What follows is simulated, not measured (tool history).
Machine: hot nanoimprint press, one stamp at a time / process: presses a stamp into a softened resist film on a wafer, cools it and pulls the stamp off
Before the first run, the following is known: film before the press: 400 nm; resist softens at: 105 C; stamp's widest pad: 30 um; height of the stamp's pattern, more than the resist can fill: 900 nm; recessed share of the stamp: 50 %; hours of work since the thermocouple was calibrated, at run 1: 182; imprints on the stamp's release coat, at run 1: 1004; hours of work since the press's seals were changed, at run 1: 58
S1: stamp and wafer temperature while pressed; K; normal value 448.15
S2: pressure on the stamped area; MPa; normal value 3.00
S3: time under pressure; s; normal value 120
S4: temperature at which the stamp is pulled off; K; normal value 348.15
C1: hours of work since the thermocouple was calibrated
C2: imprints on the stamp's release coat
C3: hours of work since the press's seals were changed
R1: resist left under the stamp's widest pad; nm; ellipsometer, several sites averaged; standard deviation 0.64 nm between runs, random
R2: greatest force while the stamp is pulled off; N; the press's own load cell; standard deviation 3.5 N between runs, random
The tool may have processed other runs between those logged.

run   hour      S1    S2   S3      S4   C1    C2   C3     R1   R2
  1    0.0  448.15  3.00  120  348.15  182  1004   58  177.0  171
  2   10.7  448.15  3.00  120  348.15  188  1039   64  178.6  167
  3   22.9  448.15  3.00  120  348.15  194  1077   70  177.0  176
  4   39.7  448.15  3.00  120  348.15  203  1131   79  176.7  166
  5   50.4  448.15  3.00  120  348.15  209  1165   85  177.7  170
  6   63.1  448.15  3.00  120  348.15  215  1206   91  177.5  178
  7   78.1  448.15  3.00  120  348.15  223  1254   99  176.8  165
  8   96.5  448.15  3.00  120  348.15  233  1313  109  177.5  174
  9  118.0  448.15  3.00  120  348.15  245  1382  121  176.7  167
     132.5  -- plate thermocouple calibrated
 10  135.2  438.15  3.00  120  348.15    1  1427  128  245.3  171
 11  155.9  438.15  3.37  120  348.15   12  1494  139  231.7  173
 12  175.9  438.15  3.37  120  348.15   23  1558  150  231.6  170
     188.1  -- stamp cleaned and given a new release coat
 13  201.4  438.15  3.37  120  348.15   33    42  160  231.9  173
 14  222.0  448.15  3.00  120  348.15   44   108  171  178.0  175
 15  239.1  448.15  3.00  120  348.15   53   163  180  177.4  168
 16  255.2  448.15  4.50  120  348.15   62   214  189  141.5  177
 17  269.7  446.15  4.62  176  348.15   70   261  196  130.0  178
 18  281.8  446.15  3.59   93  348.15   76   299  203  187.5  167
 19  295.0  446.15  3.59   93  348.15   83   342  210  187.9  174
 20  304.6  449.15  1.93   93  344.15   88   373  215  231.1  177
 21  321.3  448.15  3.00   67  339.15   97   426  224  214.8  186
 22  336.3  460.15  2.73   73  350.15  105   474  232  156.0  168
 23  356.4  460.15  2.73   73  350.15  116   539  242  156.1  168
 24  365.3  460.15  4.51  124  350.15  120   567  247   95.5  163
 25  385.8  459.15  4.51  124  350.15  131   633  258   97.5  166
 26  400.0  459.15  4.51  124  350.15  139   678  265   97.9  172
 27  414.0  459.15  4.51  124  350.15  146   723  273   98.4  170
 28  427.8  448.15  2.03  120  355.15  154   767  280  216.6  158
 29  448.5  448.15  2.03  120  355.15  165   833  291  217.4  168

What if the next run were any one of these 4? Each begins from the tool's condition after run 29:
  A  458.4  448.15  2.67  110  355.15  170  865  296   ?   ?
  B  458.4  447.15  3.70  120  343.15  170  865  296   ?   ?
  C  458.4  448.15  2.03  171  355.15  170  865  296   ?   ?
  D  458.4  448.15  3.00  178  355.15  170  865  296   ?   ?

run     R1   R2
  A  194.2  162
  B  163.2  182
  C  191.8  155
  D  154.2  160
Had the tool no hidden state, the same runs would have come out as:
run     R1   R2
  A  194.3  160
  B  163.3  180
  C  192.0  153
  D  154.3  159
